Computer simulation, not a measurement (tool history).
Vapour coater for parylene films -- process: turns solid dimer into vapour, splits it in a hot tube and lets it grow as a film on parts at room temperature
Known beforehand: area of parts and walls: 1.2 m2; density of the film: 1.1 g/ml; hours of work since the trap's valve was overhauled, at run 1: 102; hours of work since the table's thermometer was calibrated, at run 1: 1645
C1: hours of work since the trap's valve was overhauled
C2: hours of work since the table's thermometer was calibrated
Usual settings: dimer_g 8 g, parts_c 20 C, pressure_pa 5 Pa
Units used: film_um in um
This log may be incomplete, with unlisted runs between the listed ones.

{"run": 1, "hour": 0.0, "dimer_g": 8, "parts_c": 20, "pressure_pa": 5, "C1": 102, "C2": 1645, "film_um": 3.48}
{"run": 2, "hour": 45.7, "dimer_g": 8, "parts_c": 20, "pressure_pa": 5, "C1": 140, "C2": 1683, "film_um": 3.46}
{"run": 3, "hour": 86.5, "dimer_g": 8, "parts_c": 20, "pressure_pa": 5, "C1": 173, "C2": 1716, "film_um": 3.44}
{"run": 4, "hour": 125.1, "dimer_g": 8, "parts_c": 20, "pressure_pa": 5, "C1": 205, "C2": 1748, "film_um": 3.41}
{"run": 5, "hour": 156.4, "dimer_g": 8, "parts_c": 20, "pressure_pa": 5, "C1": 231, "C2": 1774, "film_um": 3.36}
{"hour": 185.9, "done": "trap's valve overhauled"}
{"hour": 201.0, "done": "table's thermometer calibrated"}
{"run": 6, "hour": 215.9, "dimer_g": 8, "parts_c": 20, "pressure_pa": 5, "C1": 24, "C2": 12, "film_um": 3.32}
{"run": 7, "hour": 270.1, "dimer_g": 8, "parts_c": 20, "pressure_pa": 5.12, "C1": 69, "C2": 57, "film_um": 3.22}
{"run": 8, "hour": 323.3, "dimer_g": 8, "parts_c": 20, "pressure_pa": 5.12, "C1": 113, "C2": 101, "film_um": 3.19}
{"hour": 335.4, "done": "trap's valve overhauled, once more"}
{"run": 9, "hour": 358.5, "dimer_g": 8, "parts_c": 20, "pressure_pa": 5.12, "C1": 19, "C2": 127, "film_um": 3.64}
{"run": 10, "hour": 406.6, "dimer_g": 8, "parts_c": 20, "pressure_pa": 5.12, "C1": 59, "C2": 166, "film_um": 3.66}
{"run": 11, "hour": 438.4, "dimer_g": 8, "parts_c": 20, "pressure_pa": 5.12, "C1": 85, "C2": 193, "film_um": 3.58}
{"run": 12, "hour": 465.9, "dimer_g": 8, "parts_c": 20, "pressure_pa": 6.58, "C1": 108, "C2": 215, "film_um": 3.46}
{"run": 13, "hour": 513.3, "dimer_g": 8, "parts_c": 20, "pressure_pa": 6.58, "C1": 147, "C2": 254, "film_um": 3.4}
{"run": 14, "hour": 562.6, "dimer_g": 8, "parts_c": 15, "pressure_pa": 6.58, "C1": 187, "C2": 295, "film_um": 3.97}
{"run": 15, "hour": 589.8, "dimer_g": 8, "parts_c": 15, "pressure_pa": 6.58, "C1": 210, "C2": 317, "film_um": 3.95}
{"run": 16, "hour": 623.6, "dimer_g": 8, "parts_c": 13, "pressure_pa": 10.47, "C1": 238, "C2": 345, "film_um": 3.81}
{"hour": 643.6, "done": "trap's valve overhauled"}
{"run": 17, "hour": 660.5, "dimer_g": 5, "parts_c": 20, "pressure_pa": 2.87, "C1": 14, "C2": 372, "film_um": 2.53}
{"run": 18, "hour": 689.0, "dimer_g": 5, "parts_c": 23, "pressure_pa": 2.47, "C1": 37, "C2": 396, "film_um": 2.32}
{"run": 19, "hour": 716.2, "dimer_g": 9, "parts_c": 21, "pressure_pa": 2.79, "C1": 60, "C2": 418, "film_um": 4.38}
{"run": 20, "hour": 758.6, "dimer_g": 8, "parts_c": 14, "pressure_pa": 11.17, "C1": 95, "C2": 453, "film_um": 3.8}
{"run": 21, "hour": 799.9, "dimer_g": 14, "parts_c": 14, "pressure_pa": 3.27, "C1": 129, "C2": 487, "film_um": 8.25}
{"run": 22, "hour": 834.4, "dimer_g": 7, "parts_c": 25, "pressure_pa": 8.66, "C1": 157, "C2": 516, "film_um": 2.35}
{"run": 23, "hour": 871.0, "dimer_g": 6, "parts_c": 28, "pressure_pa": 7.42, "C1": 188, "C2": 546, "film_um": 1.84}
{"run": 24, "hour": 896.0, "dimer_g": 4, "parts_c": 30, "pressure_pa": 5.18, "C1": 208, "C2": 567, "film_um": 1.23}
{"run": 25, "hour": 930.5, "dimer_g": 4, "parts_c": 30, "pressure_pa": 5.18, "C1": 237, "C2": 595, "film_um": 1.2}
{"hour": 952.5, "done": "trap's valve overhauled"}
{"run": 26, "hour": 986.1, "dimer_g": 11, "parts_c": 30, "pressure_pa": 5.18, "C1": 28, "C2": 638, "film_um": 3.54}
{"run": 27, "hour": 1019.8, "dimer_g": 7, "parts_c": 15, "pressure_pa": 7.89, "C1": 55, "C2": 666, "film_um": 3.44}
{"run": 28, "hour": 1058.9, "dimer_g": 11, "parts_c": 15, "pressure_pa": 3.15, "C1": 88, "C2": 698, "film_um": 6.38}
{"run": 29, "hour": 1089.9, "dimer_g": 5, "parts_c": 20, "pressure_pa": 5, "C1": 113, "C2": 723, "film_um": 2.21}

What differs in the tool's unlogged condition from the final listed run ahead of each entry between runs to the first listed run following it?
From run 5 to run 6: trap's valve overhauled (hour 185.9); table's thermometer calibrated (hour 201)
  vapour lost through the trap's worn valve, %: 6.6 -> 10.9; true temperature of the parts over the reading, C: 0.95 -> 0.06
  the result without the hidden state subtracted from the measured one, film_um: -0.35 -> -0.41 um
From run 8 to run 9: trap's valve overhauled, once more (hour 335.4)
  vapour lost through the trap's worn valve, %: 13.6 -> 0.8; true temperature of the parts over the reading, C: 0.1 -> 0.11
  the result without the hidden state subtracted from the measured one, film_um: -0.51 -> -0.05 um
From run 16 to run 17: trap's valve overhauled (hour 643.6)
  vapour lost through the trap's worn valve, %: 6.7 -> 0.7; true temperature of the parts over the reading, C: 0.21 -> 0.22
  the result without the hidden state subtracted from the measured one, film_um: -0.3 -> -0.03 um
From run 25 to run 26: trap's valve overhauled (hour 952.5)
  vapour lost through the trap's worn valve, %: 7 -> 1.5; true temperature of the parts over the reading, C: 0.32 -> 0.34
  the result without the hidden state subtracted from the measured one, film_um: -0.11 -> -0.09 um
